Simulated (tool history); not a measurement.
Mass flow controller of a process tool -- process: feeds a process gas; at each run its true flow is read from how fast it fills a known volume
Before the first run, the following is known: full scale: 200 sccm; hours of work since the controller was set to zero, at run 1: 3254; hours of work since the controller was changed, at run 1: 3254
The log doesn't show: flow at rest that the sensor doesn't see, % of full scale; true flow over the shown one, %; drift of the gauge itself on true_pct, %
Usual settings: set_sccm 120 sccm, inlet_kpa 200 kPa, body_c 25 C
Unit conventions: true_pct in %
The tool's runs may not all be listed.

run    hour  set_sccm  inlet_kpa  body_c  hours of work since the controller was set to zero  hours of work since the controller was changed  true_pct
  1       0       120        200      25                                                3254                                            3254      99.7
  2   369.3       170        200      25                                                3383                                            3383    100.31
  3   579.4       170        200      25                                                3456                                            3456     100.3
  4   904.6       170        171      25                                                3570                                            3570    100.38
  5  1246.6       170        171      25                                                3690                                            3690    100.28
  6  1415.3       170        171      25                                                3748                                            3748    100.49
  7  1586.1       170        171      25                                                3808                                            3808    100.38
  8  1799.8       170        171      25                                                3883                                            3883    100.46
  9  2169.8       170        171      25                                                4012                                            4012    100.47
 10  2528.5       170        171      25                                                4137                                            4137    100.51
 11  2815.1       170        171      25                                                4238                                            4238    100.58
 12  3006.8       170        171      25                                                4305                                            4305     100.5
     3175.7  -- controller's zero set anew
 13  3292.8       170        153      25                                                  41                                            4404     100.5
 14  3552.6       120        200      25                                                 132                                            4495     99.92
 15  3937.4        33        200      25                                                 266                                            4630     97.04
 16  4249.4       120        187      22                                                 375                                            4739    100.04
 17  4601.7       120        187      22                                                 498                                            4862    100.19
     4727.6  -- controller's zero set anew, once more
 18  4895.7       120        187      22                                                  59                                            4964    101.13
 19  5286.3        39        216      21                                                 195                                            5101    100.49
 20  5676.7        45        190      40                                                 332                                            5237     99.12
 21  6047.4       192        200      25                                                 461                                            5367    101.36
 22    6422       192        200      25                                                 592                                            5497    101.26
 23  6664.4        40        200      23                                                 677                                            5582    100.44
 24    7026        40        200      23                                                 803                                            5708    100.34
 25  7403.2       120        185      25                                                 935                                            5840    101.11
 26  7775.5       120        185      33                                                1065                                            5970    100.42
 27  8100.8       120        164      24                                                1179                                            6084     101.1
 28  8510.2        76        200      33                                                1322                                            6227    100.05
 29  8892.3        76        200      33                                                1455                                            6360    100.09

Alternative continuations, all from the tool just after run 29; predict every row:
  A  9137.5        25        241      27                                                1541                                            6446         ?
  B  9137.5        34        158      24                                                1541                                            6446         ?
  C  9137.5        76        200      28                                                1541                                            6446         ?

run  true_pct
  A     99.08
  B    100.02
  C    100.45
With no hidden state in the tool, these same runs would have given:
run  true_pct
  A     99.02
  B     99.53
  C      99.3
